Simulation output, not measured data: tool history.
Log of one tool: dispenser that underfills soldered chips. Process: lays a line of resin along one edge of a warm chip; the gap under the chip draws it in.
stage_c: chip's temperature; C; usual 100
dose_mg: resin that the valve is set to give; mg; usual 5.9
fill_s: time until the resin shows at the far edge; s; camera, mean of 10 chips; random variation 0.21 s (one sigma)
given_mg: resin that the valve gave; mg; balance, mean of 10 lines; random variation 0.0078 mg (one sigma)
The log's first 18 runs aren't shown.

| run | hour | stage_c | dose_mg | fill_s | given_mg |
|---|---|---|---|---|---|
|  | 67.9 | new syringe of resin |
| 19 | 72.4 | 98 | 6.58 | 19.5 | 6.567 |
| 20 | 74.6 | 98 | 7.56 | 20.1 | 7.518 |
|  | 76.8 | new syringe of resin |
| 21 | 78.3 | 98 | 7.56 | 18.6 | 7.52 |
| 22 | 81.2 | 98 | 6.39 | 19.9 | 6.346 |
|  | 85.8 | new syringe of resin |
| 23 | 85.8 | 87 | 6.89 | 25.2 | 6.829 |
| 24 | 88.1 | 100 | 5.89 | 17.9 | 5.852 |
| 25 | 92 | 115 | 5.19 | 13.1 | 5.13 |
| 26 | 94.3 | 113 | 6.7 | 14.1 | 6.632 |
|  | 95 | new syringe of resin |
| 27 | 99.5 | 92 | 5.99 | 23.7 | 5.917 |
| 28 | 103.4 | 111 | 6.66 | 14.8 | 6.563 |
|  | 104.2 | new syringe of resin |
| 29 | 108.7 | 108 | 6.19 | 15.1 | 6.087 |
| 30 | 111.3 | 100 | 7.28 | 19.5 | 7.165 |
|  | 113.2 | new syringe of resin |
| 31 | 113.8 | 90 | 7.37 | 23.1 | 7.248 |
| 32 | 116 | 93 | 6.82 | 22.3 | 6.698 |
| 33 | 120.3 | 93 | 6.82 | 23.9 | 6.676 |
|  | 122.3 | new syringe of resin |
| 34 | 124.2 | 93 | 6.82 | 22 | 6.669 |
|  | 127.1 | dispensing valve cleaned and set on the balance |
| 35 | 128.7 | 93 | 6.82 | 23.5 | 6.803 |

4 ways to go on from here, each from the tool as it stands after run 35. What would each give?
|  | 132.3 | new syringe of resin |
| A | 133.9 | 110 | 5.41 | ? | ? |
|  | 132.3 | new syringe of resin |
| B | 133.9 | 100 | 7.09 | ? | ? |
|  | 132.3 | new syringe of resin |
| C | 133.9 | 111 | 5.23 | ? | ? |
|  | 132.3 | new syringe of resin |
| D | 133.9 | 97 | 5.93 | ? | ? |

| run | fill_s | given_mg |
|---|---|---|
| A | 13.6 | 5.388 |
| B | 17.3 | 7.066 |
| C | 12.8 | 5.207 |
| D | 19.3 | 5.905 |
Without the tool's hidden state the same runs would have given:
| run | fill_s | given_mg |
|---|---|---|
| A | 13.3 | 5.406 |
| B | 16.9 | 7.089 |
| C | 12.5 | 5.224 |
| D | 18.9 | 5.924 |

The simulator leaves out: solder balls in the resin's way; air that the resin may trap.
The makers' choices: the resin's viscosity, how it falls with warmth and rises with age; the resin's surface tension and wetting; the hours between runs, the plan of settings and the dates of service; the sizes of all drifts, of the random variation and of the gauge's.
